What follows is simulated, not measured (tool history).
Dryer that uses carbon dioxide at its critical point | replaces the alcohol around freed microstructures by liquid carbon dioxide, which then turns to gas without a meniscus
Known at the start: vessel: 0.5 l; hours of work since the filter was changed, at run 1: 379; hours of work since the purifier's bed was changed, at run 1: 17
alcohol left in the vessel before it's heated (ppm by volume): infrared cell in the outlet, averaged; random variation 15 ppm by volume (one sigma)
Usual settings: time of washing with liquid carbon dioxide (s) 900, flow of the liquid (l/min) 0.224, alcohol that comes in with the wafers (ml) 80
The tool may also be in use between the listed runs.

run,hour,time of washing with liquid carbon dioxide (s),flow of the liquid (l/min),alcohol that comes in with the wafers (ml),hours of work since the filter was changed,hours of work since the purifier's bed was changed,alcohol left in the vessel before it's heated (ppm by volume)
1,0.0,900,0.224,80,379,17,1886
2,19.2,900,0.305,80,388,27,442
3,45.6,900,0.224,117,401,40,2847
# hour 58.6: inlet filter changed
4,72.7,900,0.224,48,7,52,609
5,84.7,900,0.224,25,13,58,317
6,97.5,900,0.224,25,19,65,315
7,109.3,900,0.224,25,25,70,323
8,120.6,900,0.224,25,30,76,334
9,134.2,900,0.224,25,37,83,339
10,153.4,900,0.224,80,46,92,1043
11,174.0,900,0.224,39,56,102,533
12,189.0,900,0.224,39,64,109,539
13,213.0,900,0.224,39,75,121,571
14,237.8,900,0.224,80,88,133,1158
15,249.3,900,0.224,80,93,139,1115
16,260.8,900,0.224,110,99,144,1631
17,281.6,900,0.256,80,109,154,619
18,297.9,900,0.256,80,117,162,624
19,308.9,900,0.256,80,122,168,642
20,322.9,780,0.224,80,129,175,2334
21,335.3,900,0.224,80,135,181,1222
22,359.9,900,0.224,80,147,193,1270
23,385.4,900,0.279,80,160,205,451
24,403.7,900,0.279,80,169,214,438
25,419.4,900,0.279,80,176,222,461
26,435.7,900,0.369,30,184,230,62
27,461.0,900,0.369,30,197,242,73
28,482.0,900,0.369,30,207,252,70
29,495.2,1320,0.160,41,213,259,539
30,516.1,1320,0.205,41,223,269,173
31,529.6,660,0.338,22,230,276,300
32,540.6,1200,0.242,21,235,281,81
33,566.4,1140,0.286,44,248,294,86
34,583.0,1140,0.333,86,256,302,70
35,600.1,540,0.181,68,264,310,13913
36,615.1,780,0.181,23,272,317,1789
37,631.0,1080,0.224,117,280,325,945
38,651.1,1140,0.224,104,289,335,665
39,677.5,1140,0.224,104,302,348,681
40,696.3,900,0.316,118,311,357,470
41,711.8,600,0.316,37,319,365,1152
42,731.7,1140,0.224,80,329,374,571
43,749.8,1020,0.371,52,338,383,63
44,772.0,780,0.242,37,348,394,1140
45,783.9,600,0.221,35,354,400,3714
46,806.6,600,0.221,35,365,411,3758
47,827.7,900,0.221,53,376,421,1400

How the hidden state differs across the entries between the runs, from the last listed run before each to the first after it:
Between runs 3 and 4: inlet filter changed (hour 58.6)
  flow that reaches the vessel past the clogged filter, %: 85.7 -> 99.7; alcohol in the recycled carbon dioxide, ppm: 10.3 -> 11.7
  measured less the result without the state, alcohol left in the vessel before it's heated (ppm by volume): +1477 -> +17

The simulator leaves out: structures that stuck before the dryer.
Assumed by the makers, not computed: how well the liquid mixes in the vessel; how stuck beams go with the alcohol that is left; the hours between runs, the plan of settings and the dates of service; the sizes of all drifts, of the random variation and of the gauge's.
